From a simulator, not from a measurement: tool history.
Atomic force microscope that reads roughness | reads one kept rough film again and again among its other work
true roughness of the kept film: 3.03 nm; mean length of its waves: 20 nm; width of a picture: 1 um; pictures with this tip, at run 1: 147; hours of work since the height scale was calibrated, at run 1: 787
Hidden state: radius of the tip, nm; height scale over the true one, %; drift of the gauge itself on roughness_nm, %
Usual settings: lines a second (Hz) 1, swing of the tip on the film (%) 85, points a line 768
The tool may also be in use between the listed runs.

run	hour	lines a second (Hz)	swing of the tip on the film (%)	points a line	pictures with this tip	hours of work since the height scale was calibrated	roughness of the kept film (nm (root mean square))
1	0	1	85	768	147	787	2.415
2	38.2	1	85	444	200	815	2.395
3	58.5	1	85	444	229	829	2.39
# hour 81.1: new tip fitted
4	98.6	1	85	444	25	858	2.412
5	122.7	1	85	768	59	875	2.435
6	162.5	1	85	768	115	903	2.419
7	183.4	1	85	435	144	918	2.412
8	216.5	2.89	85	841	191	942	2.093
9	247	1	85	666	234	964	2.412
# hour 264.2: new tip fitted
10	266.4	1.08	89	555	3	977	2.37

Forecast run 11:
11	309	1.08	89	555	63	1008	?

roughness of the kept film (nm (root mean square)): 2.355
Without the tool's hidden state the same run would have given roughness of the kept film (nm (root mean square)) 2.357.
